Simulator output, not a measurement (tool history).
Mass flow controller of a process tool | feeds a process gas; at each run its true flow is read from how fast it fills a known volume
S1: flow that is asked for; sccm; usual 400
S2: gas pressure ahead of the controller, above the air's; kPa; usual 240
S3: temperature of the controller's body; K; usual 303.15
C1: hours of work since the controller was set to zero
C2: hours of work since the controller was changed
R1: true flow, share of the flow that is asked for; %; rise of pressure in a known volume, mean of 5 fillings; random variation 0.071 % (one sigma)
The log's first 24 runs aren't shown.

run 25 hour=1654.9 | S1=65 S2=160 S3=307.15 | C1=56 C2=2950 | R1=99.55
run 26 hour=1748.5 | S1=400 S2=192 S3=294.15 | C1=117 C2=3011 | R1=100.15
run 27 hour=1786.7 | S1=400 S2=214 S3=308.15 | C1=142 C2=3036 | R1=101.12
run 28 hour=1837.8 | S1=400 S2=214 S3=308.15 | C1=176 C2=3069 | R1=101.03
run 29 hour=1878.7 | S1=400 S2=214 S3=308.15 | C1=202 C2=3096 | R1=101.14
run 30 hour=1958.5 | S1=400 S2=214 S3=308.15 | C1=254 C2=3148 | R1=101.07
run 31 hour=1997.7 | S1=400 S2=214 S3=308.15 | C1=280 C2=3174 | R1=101.24
run 32 hour=2075.7 | S1=59 S2=219 S3=295.15 | C1=331 C2=3225 | R1=99.95
run 33 hour=2143.2 | S1=259 S2=219 S3=295.15 | C1=375 C2=3269 | R1=100.44
run 34 hour=2207 | S1=70 S2=240 S3=293.15 | C1=417 C2=3310 | R1=100.09
run 35 hour=2276.3 | S1=382 S2=197 S3=295.15 | C1=462 C2=3356 | R1=100.53
run 36 hour=2349.8 | S1=148 S2=240 S3=304.15 | C1=510 C2=3404 | R1=100.65

Run 37 comes next. What will it give?
run 37 hour=2413.5 | S1=223 S2=240 S3=294.15 | C1=552 C2=3445 | R1=?

Run 37 gave R1 100.34 %.
Without the tool's hidden state the same run would have given R1 99.06 %.
